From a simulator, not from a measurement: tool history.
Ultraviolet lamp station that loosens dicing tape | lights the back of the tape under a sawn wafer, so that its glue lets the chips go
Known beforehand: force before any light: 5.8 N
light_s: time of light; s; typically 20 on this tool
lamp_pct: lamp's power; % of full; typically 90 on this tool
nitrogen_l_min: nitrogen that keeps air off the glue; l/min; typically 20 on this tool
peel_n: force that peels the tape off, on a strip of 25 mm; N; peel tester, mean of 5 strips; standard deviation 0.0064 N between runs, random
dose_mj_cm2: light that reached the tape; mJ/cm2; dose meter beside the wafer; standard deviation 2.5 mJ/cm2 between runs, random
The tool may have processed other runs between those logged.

| run | day | light_s | lamp_pct | nitrogen_l_min | peel_n | dose_mj_cm2 |
|---|---|---|---|---|---|---|
| 1 | 0 | 20 | 90 | 20 | 0.276 | 261 |
| 2 | 1.817 | 20 | 90 | 20 | 0.279 | 256 |
| 3 | 3.583 | 20 | 90 | 20 | 0.301 | 250 |
| 4 | 4.767 | 20 | 90 | 20 | 0.32 | 252 |
|  | 5.479 | window cleaned of glue's vapour |
| 5 | 7.475 | 20 | 90 | 20 | 0.258 | 267 |
| 6 | 9.1 | 20 | 90 | 20 | 0.256 | 265 |
| 7 | 10.525 | 20 | 90 | 20 | 0.274 | 269 |
| 8 | 12.571 | 28 | 90 | 20 | 0.132 | 363 |
| 9 | 14.567 | 38 | 90 | 20 | 0.089 | 472 |
| 10 | 16.754 | 20 | 90 | 20 | 0.317 | 245 |
| 11 | 19.517 | 20 | 90 | 20 | 0.326 | 239 |
| 12 | 21.55 | 20 | 90 | 20 | 0.36 | 234 |
|  | 22.608 | window cleaned of glue's vapour |
| 13 | 22.904 | 20 | 90 | 20 | 0.266 | 264 |
| 14 | 24.433 | 20 | 60 | 7 | 1.302 | 172 |
| 15 | 26.308 | 32 | 83 | 14 | 0.157 | 371 |
| 16 | 28.412 | 32 | 83 | 14 | 0.159 | 365 |
| 17 | 30.45 | 32 | 83 | 14 | 0.168 | 360 |
| 18 | 32.362 | 32 | 100 | 12 | 0.143 | 423 |
| 19 | 34.658 | 32 | 100 | 12 | 0.145 | 408 |
| 20 | 36.608 | 16 | 66 | 20 | 1.036 | 131 |
| 21 | 39.162 | 24 | 95 | 7 | 0.585 | 276 |
|  | 39.804 | window cleaned of glue's vapour |
| 22 | 40.846 | 23 | 95 | 19 | 0.196 | 297 |
| 23 | 42.679 | 23 | 95 | 19 | 0.212 | 294 |
| 24 | 44.825 | 23 | 84 | 19 | 0.314 | 248 |

Predict each of these 4 candidate next runs independently; none follows another, all start after run 24:
| A | 46.642 | 27 | 89 | 13 | ? | ? |
| B | 46.642 | 17 | 90 | 20 | ? | ? |
| C | 46.642 | 23 | 69 | 19 | ? | ? |
| D | 46.642 | 36 | 77 | 20 | ? | ? |

| run | peel_n | dose_mj_cm2 |
|---|---|---|
| A | 0.262 | 305 |
| B | 0.547 | 198 |
| C | 0.479 | 204 |
| D | 0.128 | 353 |
Stripped of hidden state, with their random variation kept, the same runs would have yielded:
| run | peel_n | dose_mj_cm2 |
|---|---|---|
| A | 0.151 | 387 |
| B | 0.315 | 251 |
| C | 0.274 | 259 |
| D | 0.091 | 449 |
